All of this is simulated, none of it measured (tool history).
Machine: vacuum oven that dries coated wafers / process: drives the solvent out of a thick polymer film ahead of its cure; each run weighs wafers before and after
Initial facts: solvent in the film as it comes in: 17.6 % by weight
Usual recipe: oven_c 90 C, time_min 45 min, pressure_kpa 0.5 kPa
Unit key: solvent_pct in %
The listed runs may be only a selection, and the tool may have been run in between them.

{"run": 1, "hour": 0.0, "oven_c": 90, "time_min": 45, "pressure_kpa": 0.5, "solvent_pct": 2.75}
{"run": 2, "hour": 93.3, "oven_c": 90, "time_min": 45, "pressure_kpa": 0.5, "solvent_pct": 2.75}
{"run": 3, "hour": 207.4, "oven_c": 90, "time_min": 45, "pressure_kpa": 0.5, "solvent_pct": 2.75}
{"run": 4, "hour": 335.4, "oven_c": 90, "time_min": 45, "pressure_kpa": 1.493, "solvent_pct": 3.49}
{"run": 5, "hour": 447.7, "oven_c": 90, "time_min": 45, "pressure_kpa": 1.493, "solvent_pct": 3.52}
{"run": 6, "hour": 503.1, "oven_c": 90, "time_min": 46, "pressure_kpa": 0.5, "solvent_pct": 2.62}
{"run": 7, "hour": 601.6, "oven_c": 90, "time_min": 46, "pressure_kpa": 0.5, "solvent_pct": 2.72}
{"run": 8, "hour": 714.2, "oven_c": 90, "time_min": 45, "pressure_kpa": 1.485, "solvent_pct": 3.49}
{"run": 9, "hour": 782.2, "oven_c": 90, "time_min": 45, "pressure_kpa": 0.5, "solvent_pct": 2.66}
{"hour": 889.8, "done": "vacuum gauge cleaned of residue and calibrated"}
{"run": 10, "hour": 889.8, "oven_c": 90, "time_min": 45, "pressure_kpa": 0.5, "solvent_pct": 1.69}
{"run": 11, "hour": 998.5, "oven_c": 90, "time_min": 45, "pressure_kpa": 0.5, "solvent_pct": 1.68}
{"hour": 1085.6, "done": "oven's thermocouples calibrated"}
{"run": 12, "hour": 1120.3, "oven_c": 90, "time_min": 45, "pressure_kpa": 0.5, "solvent_pct": 2.08}
{"run": 13, "hour": 1173.4, "oven_c": 90, "time_min": 45, "pressure_kpa": 0.326, "solvent_pct": 1.93}
{"run": 14, "hour": 1242.1, "oven_c": 82, "time_min": 43, "pressure_kpa": 1.059, "solvent_pct": 4.68}
{"run": 15, "hour": 1312.9, "oven_c": 78, "time_min": 46, "pressure_kpa": 0.488, "solvent_pct": 4.89}
{"run": 16, "hour": 1397.5, "oven_c": 80, "time_min": 55, "pressure_kpa": 0.392, "solvent_pct": 3.44}
{"run": 17, "hour": 1473.3, "oven_c": 80, "time_min": 55, "pressure_kpa": 0.392, "solvent_pct": 3.44}
{"run": 18, "hour": 1562.5, "oven_c": 90, "time_min": 28, "pressure_kpa": 0.281, "solvent_pct": 3.84}
{"run": 19, "hour": 1676.3, "oven_c": 90, "time_min": 28, "pressure_kpa": 0.281, "solvent_pct": 3.84}
{"run": 20, "hour": 1741.6, "oven_c": 81, "time_min": 51, "pressure_kpa": 0.281, "solvent_pct": 3.42}
{"run": 21, "hour": 1864.9, "oven_c": 92, "time_min": 29, "pressure_kpa": 1.995, "solvent_pct": 4.27}
{"run": 22, "hour": 1940.9, "oven_c": 92, "time_min": 58, "pressure_kpa": 0.943, "solvent_pct": 1.48}

Consider 4 possible next runs. They are alternatives, not a sequence: every one starts from the tool as it was left by run 22. What does each give?
{"run": "A", "hour": 2057.7, "oven_c": 103, "time_min": 74, "pressure_kpa": 0.272, "solvent_pct": "?"}
{"run": "B", "hour": 2057.7, "oven_c": 92, "time_min": 22, "pressure_kpa": 0.943, "solvent_pct": "?"}
{"run": "C", "hour": 2057.7, "oven_c": 92, "time_min": 44, "pressure_kpa": 0.943, "solvent_pct": "?"}
{"run": "D", "hour": 2057.7, "oven_c": 100, "time_min": 49, "pressure_kpa": 1.732, "solvent_pct": "?"}

run=A solvent_pct=0.28
run=B solvent_pct=4.89
run=C solvent_pct=2.1
run=D solvent_pct=1.47
Had the tool no hidden state, the same runs would have come out as:
run=A solvent_pct=0.13
run=B solvent_pct=4.88
run=C solvent_pct=1.99
run=D solvent_pct=1.34
